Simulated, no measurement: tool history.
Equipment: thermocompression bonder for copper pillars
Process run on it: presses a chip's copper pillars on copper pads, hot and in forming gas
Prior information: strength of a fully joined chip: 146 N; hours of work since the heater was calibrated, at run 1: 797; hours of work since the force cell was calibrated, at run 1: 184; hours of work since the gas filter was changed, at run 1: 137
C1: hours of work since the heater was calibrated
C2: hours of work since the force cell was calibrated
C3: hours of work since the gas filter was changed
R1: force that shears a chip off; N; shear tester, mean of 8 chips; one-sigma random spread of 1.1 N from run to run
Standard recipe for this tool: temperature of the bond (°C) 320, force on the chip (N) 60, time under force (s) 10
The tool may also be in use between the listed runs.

{"run": 1, "day": 0.0, "temperature of the bond (°C)": 320, "force on the chip (N)": 60, "time under force (s)": 10, "C1": 797, "C2": 184, "C3": 137, "R1": 93.7}
{"run": 2, "day": 1.383, "temperature of the bond (°C)": 320, "force on the chip (N)": 60, "time under force (s)": 10, "C1": 817, "C2": 204, "C3": 157, "R1": 94.4}
{"run": 3, "day": 3.821, "temperature of the bond (°C)": 320, "force on the chip (N)": 60, "time under force (s)": 10, "C1": 852, "C2": 239, "C3": 192, "R1": 93.9}
{"day": 5.029, "done": "forming gas filter changed"}
{"run": 4, "day": 5.929, "temperature of the bond (°C)": 320, "force on the chip (N)": 60, "time under force (s)": 10, "C1": 882, "C2": 268, "C3": 13, "R1": 95.8}
{"run": 5, "day": 8.017, "temperature of the bond (°C)": 320, "force on the chip (N)": 60, "time under force (s)": 10, "C1": 911, "C2": 298, "C3": 43, "R1": 95.2}
{"run": 6, "day": 10.583, "temperature of the bond (°C)": 320, "force on the chip (N)": 60, "time under force (s)": 10, "C1": 948, "C2": 335, "C3": 80, "R1": 93.4}
{"run": 7, "day": 11.838, "temperature of the bond (°C)": 320, "force on the chip (N)": 60, "time under force (s)": 10, "C1": 966, "C2": 353, "C3": 98, "R1": 94.9}
{"run": 8, "day": 13.167, "temperature of the bond (°C)": 320, "force on the chip (N)": 60, "time under force (s)": 10, "C1": 985, "C2": 372, "C3": 117, "R1": 94.9}
{"run": 9, "day": 15.125, "temperature of the bond (°C)": 320, "force on the chip (N)": 60, "time under force (s)": 10, "C1": 1013, "C2": 400, "C3": 145, "R1": 95.9}
{"run": 10, "day": 16.312, "temperature of the bond (°C)": 320, "force on the chip (N)": 60, "time under force (s)": 10, "C1": 1030, "C2": 417, "C3": 162, "R1": 95.3}
{"run": 11, "day": 18.442, "temperature of the bond (°C)": 320, "force on the chip (N)": 60, "time under force (s)": 10, "C1": 1061, "C2": 448, "C3": 192, "R1": 93.5}
{"day": 19.571, "done": "forming gas filter changed"}
{"run": 12, "day": 20.554, "temperature of the bond (°C)": 320, "force on the chip (N)": 60, "time under force (s)": 10, "C1": 1091, "C2": 478, "C3": 14, "R1": 97.5}
{"run": 13, "day": 22.596, "temperature of the bond (°C)": 320, "force on the chip (N)": 60, "time under force (s)": 10, "C1": 1120, "C2": 507, "C3": 43, "R1": 96.0}
{"run": 14, "day": 23.725, "temperature of the bond (°C)": 320, "force on the chip (N)": 38, "time under force (s)": 10, "C1": 1136, "C2": 523, "C3": 60, "R1": 78.5}
{"run": 15, "day": 25.442, "temperature of the bond (°C)": 320, "force on the chip (N)": 60, "time under force (s)": 10, "C1": 1161, "C2": 548, "C3": 84, "R1": 97.0}
{"run": 16, "day": 26.721, "temperature of the bond (°C)": 320, "force on the chip (N)": 60, "time under force (s)": 8, "C1": 1179, "C2": 566, "C3": 103, "R1": 89.3}
{"run": 17, "day": 28.562, "temperature of the bond (°C)": 320, "force on the chip (N)": 60, "time under force (s)": 8, "C1": 1206, "C2": 593, "C3": 129, "R1": 90.0}
{"run": 18, "day": 30.2, "temperature of the bond (°C)": 320, "force on the chip (N)": 60, "time under force (s)": 15, "C1": 1229, "C2": 616, "C3": 152, "R1": 104.0}
{"run": 19, "day": 32.762, "temperature of the bond (°C)": 320, "force on the chip (N)": 60, "time under force (s)": 15, "C1": 1266, "C2": 653, "C3": 189, "R1": 105.3}
{"day": 34.038, "done": "forming gas filter changed"}
{"run": 20, "day": 35.075, "temperature of the bond (°C)": 321, "force on the chip (N)": 75, "time under force (s)": 15, "C1": 1299, "C2": 686, "C3": 15, "R1": 116.3}
{"run": 21, "day": 37.092, "temperature of the bond (°C)": 321, "force on the chip (N)": 55, "time under force (s)": 12, "C1": 1328, "C2": 715, "C3": 44, "R1": 96.5}
{"run": 22, "day": 38.171, "temperature of the bond (°C)": 309, "force on the chip (N)": 51, "time under force (s)": 10, "C1": 1343, "C2": 730, "C3": 59, "R1": 80.4}
{"run": 23, "day": 39.858, "temperature of the bond (°C)": 307, "force on the chip (N)": 74, "time under force (s)": 21, "C1": 1367, "C2": 754, "C3": 83, "R1": 112.3}

The next listed run, before its measurement:
{"run": 24, "day": 41.496, "temperature of the bond (°C)": 299, "force on the chip (N)": 39, "time under force (s)": 15, "C1": 1391, "C2": 778, "C3": 107, "R1": "?"}

Run 24 yielded R1 72.7 N.
If the tool had no hidden condition, the same run with the same run-to-run variation would have returned R1 73.2 N.
